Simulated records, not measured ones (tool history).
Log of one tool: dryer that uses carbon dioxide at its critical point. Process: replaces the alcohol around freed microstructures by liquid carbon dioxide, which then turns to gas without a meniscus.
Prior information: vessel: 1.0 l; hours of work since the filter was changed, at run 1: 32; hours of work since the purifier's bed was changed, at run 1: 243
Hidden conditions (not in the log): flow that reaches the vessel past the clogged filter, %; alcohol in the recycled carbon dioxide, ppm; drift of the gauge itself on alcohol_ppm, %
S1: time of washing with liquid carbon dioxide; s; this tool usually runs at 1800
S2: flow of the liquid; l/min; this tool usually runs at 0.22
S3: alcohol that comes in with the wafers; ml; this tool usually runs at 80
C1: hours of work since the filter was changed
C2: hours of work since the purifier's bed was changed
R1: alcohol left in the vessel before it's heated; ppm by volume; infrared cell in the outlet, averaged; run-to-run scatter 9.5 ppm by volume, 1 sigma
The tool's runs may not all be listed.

run   hour    S1     S2  S3   C1   C2    R1
  1      0  1800   0.22  80   32  243   665
  2   18.7  1800   0.22  80   44  255   694
  3   29.6  2820   0.22  80   51  262    84
  4   50.1  1800   0.22  80   65  276   778
  5   68.1  1800   0.22  80   77  288   801
  6   79.1  1800   0.22  80   84  295   823
  7   99.2  1800   0.22  80   98  309   871
  8  120.3  1800   0.22  80  112  323   902
  9  130.8  1800   0.22  80  118  330   940
 10  144.2  1800  0.222  80  127  338   928
 11  155.7  1800   0.22  80  135  346   980
 12  172.1  1800   0.22  80  146  357  1027
 13  184.6  1800   0.22  30  154  365   422
 14  199.9  1800   0.22  80  164  375  1103
     202.8  -- inlet filter changed
 15  220.7  1860  0.162  41   12  389   929
 16  237.3  1320  0.162  33   23  400  2254
 17  252.7  1320  0.162  33   33  410  2289
 18  271.9  2760  0.301  80   46  422    54
 19  282.9  1800  0.278  47   53  430   165
 20  293.4  1800  0.278  47   60  437   168
 21  312.8  1800  0.278  47   73  450   172
 22    324  1740  0.328  34   80  457    91
 23  340.4  1740  0.264  21   91  468   150
 24  356.4  1860  0.148  71  102  479  2722
 25  370.3  2220  0.359  31  111  488    51
 26  383.5  2160  0.325  60  120  496    82
 27  400.2  1800  0.251  80  131  508   542

Here are 3 independent what-if runs from the current tool condition. What would each one return?
  A  419.7  1680  0.274   55  144  521   ?
  B  419.7  1800  0.241  117  144  521   ?
  C  419.7  1080   0.14   78  144  521   ?

run     R1
  A    391
  B    994
  C  13561
What these runs would have given with no unlogged condition in the tool:
run     R1
  A    177
  B    514
  C  10841

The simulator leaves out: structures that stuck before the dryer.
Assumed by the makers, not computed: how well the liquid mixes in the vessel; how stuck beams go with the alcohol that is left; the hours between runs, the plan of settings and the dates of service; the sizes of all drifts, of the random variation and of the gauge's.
